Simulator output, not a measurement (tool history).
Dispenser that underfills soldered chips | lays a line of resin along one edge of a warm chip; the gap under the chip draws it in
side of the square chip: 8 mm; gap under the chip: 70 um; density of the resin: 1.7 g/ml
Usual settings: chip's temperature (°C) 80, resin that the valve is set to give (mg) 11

run  hour  chip's temperature (°C)  resin that the valve is set to give (mg)  time until the resin shows at the far edge (s)  resin that the valve gave (mg)
  1     0                       80                                        11                                              75                           10.92
  2   3.8                       80                                        11                                            95.1                           10.79
      4.7  -- new syringe of resin
  3  11.2                       80                                        11                                              58                           10.87
  4  16.3                       80                                        11                                            80.9                           10.81
     19.5  -- new syringe of resin
  5  22.4                       80                                        11                                            48.1                           10.73
  6    30                       80                                        11                                            76.2                           10.64
     34.2  -- new syringe of resin
  7  35.3                       87                                        11                                            33.8                           10.64
  8  38.9                       75                                      11.9                                            62.3                           11.47
  9  45.7                       94                                      10.2                                            54.7                            9.82
     49.2  -- new syringe of resin
 10    50                       77                                      10.7                                            44.9                           10.23
 11  54.9                       81                                      12.4                                            52.5                           11.81

Hidden state or all else? Some run-to-run changes of time until the resin shows at the far edge (s), split into what the settings, what came in and random variation would give without the hidden state, and what is left for the hidden state (with any gauge scatter that isn't in both results):
The hidden state here: resin's viscosity, % of fresh resin's; dose that the valve gives, % of what is set; true chip temperature over the reading, C; drift of the gauge itself on fill_s, %; drift of the gauge itself on given_mg, %.
Run 2 -> 3: new syringe of resin. time until the resin shows at the far edge (s) -37.1: hidden state -36.6, all else -0.5.
Run 6 -> 7: chip's temperature (°C) 80 -> 87, new syringe of resin. time until the resin shows at the far edge (s) -42.4: hidden state -35.3, all else -7.1.
